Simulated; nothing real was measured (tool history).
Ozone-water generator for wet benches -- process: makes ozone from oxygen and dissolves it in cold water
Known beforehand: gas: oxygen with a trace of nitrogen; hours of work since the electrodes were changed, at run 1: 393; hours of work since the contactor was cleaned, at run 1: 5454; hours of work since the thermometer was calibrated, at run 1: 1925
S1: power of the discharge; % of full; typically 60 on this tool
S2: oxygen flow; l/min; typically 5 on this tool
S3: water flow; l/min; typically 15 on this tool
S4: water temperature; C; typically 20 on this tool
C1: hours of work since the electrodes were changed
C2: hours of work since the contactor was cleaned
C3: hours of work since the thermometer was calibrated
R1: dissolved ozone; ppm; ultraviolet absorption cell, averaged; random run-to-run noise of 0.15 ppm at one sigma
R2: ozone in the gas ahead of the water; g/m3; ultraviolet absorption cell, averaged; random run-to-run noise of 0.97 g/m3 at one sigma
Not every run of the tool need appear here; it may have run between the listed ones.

| run | hour | S1 | S2 | S3 | S4 | C1 | C2 | C3 | R1 | R2 |
|---|---|---|---|---|---|---|---|---|---|---|
| 1 | 0 | 60 | 5 | 15 | 20 | 393 | 5454 | 1925 | 17.4 | 164.8 |
| 2 | 23.6 | 49 | 5 | 15 | 20 | 411 | 5472 | 1943 | 15.5 | 146.6 |
| 3 | 57.1 | 60 | 5 | 15 | 20 | 437 | 5498 | 1969 | 17.5 | 163.4 |
| 4 | 87.7 | 60 | 5 | 15 | 20 | 460 | 5521 | 1992 | 17.8 | 165.4 |
| 5 | 114.4 | 60 | 3.56 | 15 | 20 | 481 | 5542 | 2013 | 18.6 | 208.7 |
| 6 | 136.5 | 60 | 3.56 | 15 | 20 | 498 | 5559 | 2030 | 18.5 | 208.8 |
| 7 | 157.2 | 60 | 3.56 | 15 | 20 | 514 | 5575 | 2046 | 18.4 | 209.8 |
| 8 | 182 | 60 | 3.56 | 15 | 20 | 533 | 5594 | 2065 | 18.5 | 208.2 |
| 9 | 203.3 | 60 | 5 | 15 | 20 | 550 | 5610 | 2082 | 17.3 | 162.3 |
| 10 | 218.7 | 87 | 5 | 15 | 20 | 562 | 5622 | 2093 | 21.9 | 204 |
| 11 | 249.6 | 60 | 5 | 15 | 20 | 585 | 5646 | 2117 | 17.3 | 164.1 |
| 12 | 279.8 | 60 | 5 | 10 | 20 | 609 | 5669 | 2141 | 22.5 | 165 |
| 13 | 303.5 | 60 | 5 | 15 | 12 | 627 | 5688 | 2159 | 19.6 | 163.7 |
| 14 | 327.5 | 45 | 5 | 15 | 20 | 646 | 5706 | 2177 | 14.9 | 137.8 |
| 15 | 356.2 | 60 | 5 | 15 | 20 | 668 | 5728 | 2200 | 17.6 | 165.3 |
| 16 | 383.2 | 60 | 3.39 | 15 | 20 | 689 | 5749 | 2220 | 18.8 | 215.2 |
| 17 | 411.9 | 62 | 5.39 | 22 | 19 | 711 | 5771 | 2242 | 13.4 | 157.9 |
| 18 | 425.9 | 62 | 5.39 | 22 | 19 | 721 | 5782 | 2253 | 13.6 | 159.2 |
| 19 | 451.7 | 65 | 5 | 11 | 20 | 741 | 5802 | 2273 | 22.2 | 170.8 |
| 20 | 480.6 | 100 | 7.82 | 16 | 12 | 764 | 5824 | 2296 | 23.1 | 161.1 |
| 21 | 497 | 45 | 2.76 | 11 | 14 | 776 | 5837 | 2308 | 22.3 | 210.7 |
| 22 | 531.2 | 45 | 2.76 | 11 | 14 | 803 | 5864 | 2335 | 22.6 | 206.8 |
|  | 537.5 | contactor cleaned |
| 23 | 555.7 | 50 | 5 | 15 | 13 | 819 | 14 | 2350 | 17 | 147.3 |
| 24 | 587.8 | 47 | 5.45 | 24 | 19 | 843 | 39 | 2375 | 10.3 | 133 |
| 25 | 611.6 | 47 | 5.45 | 24 | 19 | 862 | 57 | 2394 | 10.4 | 132.7 |
|  | 627.8 | contactor cleaned, once more |
| 26 | 648.6 | 97 | 5.45 | 24 | 25 | 887 | 16 | 2419 | 15.6 | 203.1 |
| 27 | 667 | 61 | 5.45 | 10 | 23 | 901 | 30 | 2433 | 21.7 | 155.9 |
| 28 | 681.1 | 68 | 5 | 15 | 19 | 912 | 41 | 2444 | 19.6 | 175.8 |
| 29 | 701.5 | 60 | 5.21 | 20 | 14 | 928 | 57 | 2460 | 15.8 | 158.7 |
| 30 | 728.5 | 60 | 4.53 | 20 | 18 | 949 | 78 | 2481 | 15.3 | 175.3 |
| 31 | 744.4 | 60 | 4.53 | 13 | 18 | 961 | 90 | 2493 | 21.2 | 173.9 |
| 32 | 775.5 | 60 | 6.03 | 13 | 18 | 985 | 114 | 2517 | 19.4 | 143.5 |

Hidden condition of the tool, last listed run before each entry between runs versus first listed run after:
After run 22, before run 23: contactor cleaned (hour 537.5)
  contactor's efficiency, % of a clean one's: 90.6 -> 86.5
  the result without the hidden state subtracted from the measured one, R1: -1.4 -> -1.6 ppm; R2: -2.2 -> -1.8 g/m3
After run 25, before run 26: contactor cleaned, once more (hour 627.8)
  contactor's efficiency, % of a clean one's: 86.4 -> 99.2
  the result without the hidden state subtracted from the measured one, R1: -1.1 -> -0.4 ppm; R2: -1.6 -> -4 g/m3
